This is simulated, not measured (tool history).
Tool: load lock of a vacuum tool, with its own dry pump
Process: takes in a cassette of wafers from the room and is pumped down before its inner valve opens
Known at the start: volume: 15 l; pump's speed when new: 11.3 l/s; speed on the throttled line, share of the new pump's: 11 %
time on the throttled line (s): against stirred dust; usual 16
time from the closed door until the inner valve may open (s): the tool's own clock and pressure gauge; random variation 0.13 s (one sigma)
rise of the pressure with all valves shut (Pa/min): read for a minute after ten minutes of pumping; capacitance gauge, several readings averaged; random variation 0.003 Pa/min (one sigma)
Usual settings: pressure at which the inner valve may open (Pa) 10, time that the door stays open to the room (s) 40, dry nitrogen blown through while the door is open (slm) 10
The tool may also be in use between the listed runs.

run    hour  time on the throttled line (s)  pressure at which the inner valve may open (Pa)  time that the door stays open to the room (s)  dry nitrogen blown through while the door is open (slm)  incoming humidity of the room's air, %  time from the closed door until the inner valve may open (s)  rise of the pressure with all valves shut (Pa/min)
  1       0                              16                                               10                                             40                                                       10                                      46                                                            27                                               0.068
  2    39.4                              16                                               10                                             40                                                       10                                    44.1                                                          27.1                                               0.066
  3   129.3                              16                                               10                                             40                                                       10                                    46.1                                                          27.2                                               0.069
  4   173.7                              16                                               10                                             40                                                       10                                    46.5                                                            27                                               0.067
  5   256.7                              16                                               10                                             40                                                       10                                    46.9                                                          27.2                                               0.064
  6     306                              16                                               10                                             40                                                       10                                    43.4                                                            27                                               0.067
  7   347.7                              16                                               10                                             40                                                       10                                    46.6                                                          26.9                                               0.072
  8     434                              16                                               10                                             93                                                       10                                    45.4                                                            27                                               0.102
  9     478                              16                                               10                                            182                                                       10                                    48.3                                                          27.1                                                0.14
 10   555.3                              16                                               13                                             40                                                       10                                    44.7                                                          26.8                                               0.072
 11   601.5                              16                                               10                                            177                                                       10                                    44.8                                                          27.1                                               0.138
 12   680.9                              16                                               10                                             40                                                       10                                    42.8                                                          27.2                                               0.078
 13   747.6                              16                                               10                                             40                                                       10                                    44.6                                                            27                                               0.078
 14   831.9                              16                                               10                                             40                                                       10                                    45.3                                                          27.1                                                0.08
 15   916.9                              16                                               10                                             40                                                       10                                    42.3                                                          27.2                                               0.071
 16   986.3                              16                                               10                                             40                                                        6                                    45.5                                                          27.1                                               0.081
 17  1042.3                              16                                               10                                             40                                                        6                                    47.7                                                          27.2                                               0.088
 18  1111.2                              16                                               10                                             40                                                       10                                    48.2                                                          27.2                                               0.083
 19  1174.5                              16                                               10                                             40                                                       10                                    44.1                                                          27.2                                               0.082
 20  1245.4                              17                                               12                                             40                                                       10                                    45.6                                                          27.7                                                0.08
 21  1325.5                              18                                               12                                             40                                                       10                                    46.1                                                          28.6                                               0.085
 22  1369.6                              16                                               10                                             56                                                       24                                    43.3                                                          27.3                                                0.08
 23  1461.9                              16                                               10                                             40                                                       27                                      44                                                          27.4                                               0.071
 24  1540.5                              28                                               19                                             54                                                       10                                    43.8                                                          36.7                                               0.094
 25  1584.2                              21                                               14                                             54                                                       10                                    49.2                                                          31.2                                               0.103
 26  1636.5                              16                                               20                                             40                                                       10                                      48                                                          26.4                                               0.094
 27  1683.6                              16                                               20                                             40                                                       10                                    46.6                                                          26.1                                               0.093
 28  1751.9                              16                                               10                                             33                                                        6                                      44                                                          27.3                                               0.086
 29  1845.5                              19                                               18                                             33                                                        6                                    42.9                                                          29.1                                               0.092
 30  1893.5                              17                                               18                                            137                                                       38                                    45.5                                                          27.5                                               0.105
 31  1955.5                              17                                               18                                            137                                                       38                                      44                                                          27.3                                               0.091
 32  1997.7                              17                                               18                                            137                                                        4                                    45.5                                                          27.3                                                0.16
 33    2066                              17                                               18                                            137                                                        4                                    45.5                                                          27.2                                               0.166
 34  2123.1                              13                                               10                                             55                                                       10                                    40.9                                                          24.5                                               0.101
 35  2196.6                              24                                               10                                             40                                                       28                                    48.4                                                          34.4                                               0.084
 36  2266.5                              24                                                9                                            106                                                       28                                    47.9                                                          34.5                                               0.106
 37  2358.4                              30                                               10                                             40                                                        9                                    45.1                                                          39.8                                               0.102

Forecast each of these 3 alternatives for the next run:
  A  2436                              16                                               10                                            115                                                       10                                    43.9                                                             ?                                                   ?
  B  2436                              16                                               10                                             25                                                       10                                    44.7                                                             ?                                                   ?
  C  2436                              12                                               10                                             60                                                       10                                    41.7                                                             ?                                                   ?

run  time from the closed door until the inner valve may open (s)  rise of the pressure with all valves shut (Pa/min)
  A                                                          27.2                                                0.14
  B                                                          27.4                                               0.091
  C                                                            24                                               0.103
Without the tool's hidden state the same runs would have given:
run  time from the closed door until the inner valve may open (s)  rise of the pressure with all valves shut (Pa/min)
  A                                                          26.5                                               0.088
  B                                                          26.7                                               0.039
  C                                                          23.3                                               0.052

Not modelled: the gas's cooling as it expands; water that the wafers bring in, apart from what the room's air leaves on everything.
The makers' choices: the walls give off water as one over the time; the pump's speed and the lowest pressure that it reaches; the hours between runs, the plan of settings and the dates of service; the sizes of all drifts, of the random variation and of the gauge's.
